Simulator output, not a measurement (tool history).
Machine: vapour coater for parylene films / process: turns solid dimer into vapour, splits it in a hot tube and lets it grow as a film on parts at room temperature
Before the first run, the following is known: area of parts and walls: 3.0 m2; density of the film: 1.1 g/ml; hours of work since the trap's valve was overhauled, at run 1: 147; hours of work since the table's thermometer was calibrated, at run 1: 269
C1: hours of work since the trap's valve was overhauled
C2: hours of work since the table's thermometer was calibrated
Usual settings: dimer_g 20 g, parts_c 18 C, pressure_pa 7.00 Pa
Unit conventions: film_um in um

run 1 hour=0.0 | dimer_g=20 parts_c=18 pressure_pa=7.00 | C1=147 C2=269 | film_um=3.30
run 2 hour=16.1 | dimer_g=20 parts_c=18 pressure_pa=7.00 | C1=158 C2=280 | film_um=3.27
run 3 hour=33.0 | dimer_g=20 parts_c=18 pressure_pa=7.00 | C1=169 C2=291 | film_um=3.26
run 4 hour=65.8 | dimer_g=20 parts_c=18 pressure_pa=7.00 | C1=191 C2=312 | film_um=3.24
run 5 hour=84.1 | dimer_g=32 parts_c=18 pressure_pa=7.00 | C1=203 C2=324 | film_um=5.18
run 6 hour=116.7 | dimer_g=15 parts_c=18 pressure_pa=7.00 | C1=224 C2=346 | film_um=2.41
-- hour=122.9 trap's valve overhauled
run 7 hour=155.2 | dimer_g=15 parts_c=18 pressure_pa=7.00 | C1=21 C2=368 | film_um=2.60
run 8 hour=184.1 | dimer_g=20 parts_c=17 pressure_pa=7.00 | C1=40 C2=387 | film_um=3.54
run 9 hour=204.7 | dimer_g=33 parts_c=18 pressure_pa=7.00 | C1=54 C2=401 | film_um=5.69
run 10 hour=235.3 | dimer_g=33 parts_c=18 pressure_pa=7.00 | C1=74 C2=421 | film_um=5.65
run 11 hour=268.4 | dimer_g=20 parts_c=18 pressure_pa=4.78 | C1=96 C2=443 | film_um=3.71
run 12 hour=284.4 | dimer_g=20 parts_c=18 pressure_pa=4.78 | C1=106 C2=453 | film_um=3.69
run 13 hour=312.1 | dimer_g=20 parts_c=18 pressure_pa=4.78 | C1=124 C2=471 | film_um=3.66
run 14 hour=344.8 | dimer_g=20 parts_c=28 pressure_pa=2.25 | C1=146 C2=493 | film_um=3.33
run 15 hour=379.2 | dimer_g=20 parts_c=28 pressure_pa=2.25 | C1=168 C2=516 | film_um=3.29
run 16 hour=394.4 | dimer_g=20 parts_c=28 pressure_pa=2.25 | C1=178 C2=526 | film_um=3.29
run 17 hour=425.5 | dimer_g=19 parts_c=18 pressure_pa=7.15 | C1=199 C2=546 | film_um=3.10
run 18 hour=442.6 | dimer_g=11 parts_c=18 pressure_pa=7.15 | C1=210 C2=557 | film_um=1.78
-- hour=469.6 trap's valve overhauled
run 19 hour=476.0 | dimer_g=11 parts_c=18 pressure_pa=7.15 | C1=4 C2=577 | film_um=1.91
run 20 hour=507.8 | dimer_g=11 parts_c=18 pressure_pa=7.15 | C1=25 C2=597 | film_um=1.90
run 21 hour=526.4 | dimer_g=14 parts_c=18 pressure_pa=2.54 | C1=37 C2=610 | film_um=3.04
run 22 hour=543.4 | dimer_g=9 parts_c=15 pressure_pa=2.69 | C1=49 C2=621 | film_um=2.07
run 23 hour=569.0 | dimer_g=17 parts_c=22 pressure_pa=2.69 | C1=65 C2=638 | film_um=3.27
run 24 hour=593.1 | dimer_g=13 parts_c=18 pressure_pa=7.00 | C1=81 C2=653 | film_um=2.21
run 25 hour=613.3 | dimer_g=9 parts_c=18 pressure_pa=2.76 | C1=94 C2=667 | film_um=1.89
run 26 hour=644.4 | dimer_g=9 parts_c=18 pressure_pa=2.09 | C1=115 C2=687 | film_um=2.00

Branching from run 26: 4 alternative next runs. What would each branch give?
run A hour=660.1 | dimer_g=12 parts_c=15 pressure_pa=3.69 | C1=125 C2=697 | film_um=?
run B hour=660.1 | dimer_g=9 parts_c=18 pressure_pa=9.15 | C1=125 C2=697 | film_um=?
run C hour=660.1 | dimer_g=9 parts_c=11 pressure_pa=2.09 | C1=125 C2=697 | film_um=?
run D hour=660.1 | dimer_g=23 parts_c=18 pressure_pa=6.35 | C1=125 C2=697 | film_um=?

run=A film_um=2.52
run=B film_um=1.41
run=C film_um=2.38
run=D film_um=3.96
With the hidden condition removed and each run's random variation left untouched, the same runs would have given:
run=A film_um=2.60
run=B film_um=1.46
run=C film_um=2.46
run=D film_um=4.09

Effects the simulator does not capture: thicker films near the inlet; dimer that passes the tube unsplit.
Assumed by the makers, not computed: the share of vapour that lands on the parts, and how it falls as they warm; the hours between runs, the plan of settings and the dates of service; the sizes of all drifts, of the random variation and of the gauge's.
